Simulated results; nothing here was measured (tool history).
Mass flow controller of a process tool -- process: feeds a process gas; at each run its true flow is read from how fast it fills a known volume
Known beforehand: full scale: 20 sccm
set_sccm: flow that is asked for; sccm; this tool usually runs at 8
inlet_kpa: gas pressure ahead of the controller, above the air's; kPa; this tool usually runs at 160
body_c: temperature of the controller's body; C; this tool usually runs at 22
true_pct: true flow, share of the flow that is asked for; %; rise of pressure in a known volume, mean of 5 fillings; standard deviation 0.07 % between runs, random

run	hour	set_sccm	inlet_kpa	body_c	true_pct
1	0.0	8	160	22	98.85
2	108.7	8	160	22	98.85
3	157.4	8	160	22	98.90
4	252.1	8	160	22	99.02
5	308.0	8	160	22	98.87
6	357.5	8	160	22	99.04
7	418.2	8	160	22	98.99
8	518.6	8	160	22	98.97
9	618.6	8	160	22	98.93
10	693.1	8	160	22	98.99
11	791.6	8	160	22	98.85
12	887.2	8	160	22	98.91
13	941.0	8	160	26	98.50
14	1042.1	8	160	25	98.71
15	1147.5	8	160	22	98.93
16	1252.2	8	160	22	98.93
17	1359.3	8	153	22	98.86
18	1421.5	8	160	27	98.45
19	1531.1	8	160	27	98.47
20	1635.1	8	160	27	98.36
21	1696.3	8	160	27	98.43
22	1770.8	8	160	22	99.05
23	1878.5	8	160	22	99.00
24	1937.8	8	160	22	98.90
25	2045.0	8	160	22	98.94
26	2145.9	8	160	35	97.73
27	2227.0	3	247	22	100.02
28	2309.1	3	247	22	100.10
29	2411.1	3	241	20	100.15
30	2460.8	3	243	28	99.37
31	2517.1	3	237	38	98.51
32	2618.6	3	237	38	98.59
33	2719.3	7	149	36	97.58
34	2773.1	5	245	22	99.71
35	2866.4	5	245	22	99.72
36	2944.1	8	155	38	97.42
37	3016.7	3	253	22	100.52
38	3092.0	4	197	27	99.16
39	3173.7	4	197	27	99.10
40	3279.9	3	186	33	98.96
41	3331.1	3	186	22	99.95
42	3380.1	9	186	32	98.21
43	3455.1	9	186	32	98.22
44	3560.2	9	160	22	98.95
45	3609.6	5	253	35	98.63
46	3681.3	5	253	35	98.60
47	3755.7	18	258	22	100.03
48	3850.8	18	258	22	100.22
49	3951.6	19	271	22	100.14
50	4033.3	3	160	23	100.02

Each row is a separate what-if for the run after 50, all from the same tool condition, not one after another. Results?
A	4115.0	19	160	27	?
B	4115.0	8	193	23	?
C	4115.0	8	242	21	?

run	true_pct
A	98.93
B	98.99
C	99.60
With no hidden state in the tool, these same runs would have given:
run	true_pct
A	99.39
B	98.90
C	99.51

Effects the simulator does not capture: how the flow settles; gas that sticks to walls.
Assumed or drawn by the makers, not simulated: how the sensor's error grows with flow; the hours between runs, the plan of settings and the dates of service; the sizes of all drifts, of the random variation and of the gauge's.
